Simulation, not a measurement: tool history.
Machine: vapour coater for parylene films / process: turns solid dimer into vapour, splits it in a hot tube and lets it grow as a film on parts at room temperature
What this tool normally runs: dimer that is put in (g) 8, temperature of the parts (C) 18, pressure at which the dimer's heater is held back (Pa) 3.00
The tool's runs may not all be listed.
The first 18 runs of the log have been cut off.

run    hour  dimer that is put in (g)  temperature of the parts (C)  pressure at which the dimer's heater is held back (Pa)  thickness of the film (nm)
 19   915.7                         6                            14                                                    3.00                         980
 20   970.7                         6                            14                                                    3.00                         970
 21  1025.1                         6                            18                                                    3.00                         890
 22  1081.8                        13                            18                                                    3.85                        1860
     1131.4  -- table's thermometer calibrated
 23  1135.7                        12                            12                                                    3.00                        2010
 24  1196.0                         5                            18                                                   11.36                         590
 25  1245.7                         8                            18                                                    3.76                        1170
 26  1284.7                         3                            25                                                    2.87                         410
 27  1323.6                         3                            25                                                    2.87                         400
 28  1376.2                         4                            27                                                    3.00                         530
 29  1440.7                         8                            27                                                    3.00                        1020

What does the tool deliver on the next run?
 30  1506.0                        10                            23                                                    9.73                           ?

{"run 30": {"thickness of the film (nm)": 1090}}
Take away the tool's hidden state, keep the run-to-run variation as it was, and the same run would have given thickness of the film (nm) 1100.

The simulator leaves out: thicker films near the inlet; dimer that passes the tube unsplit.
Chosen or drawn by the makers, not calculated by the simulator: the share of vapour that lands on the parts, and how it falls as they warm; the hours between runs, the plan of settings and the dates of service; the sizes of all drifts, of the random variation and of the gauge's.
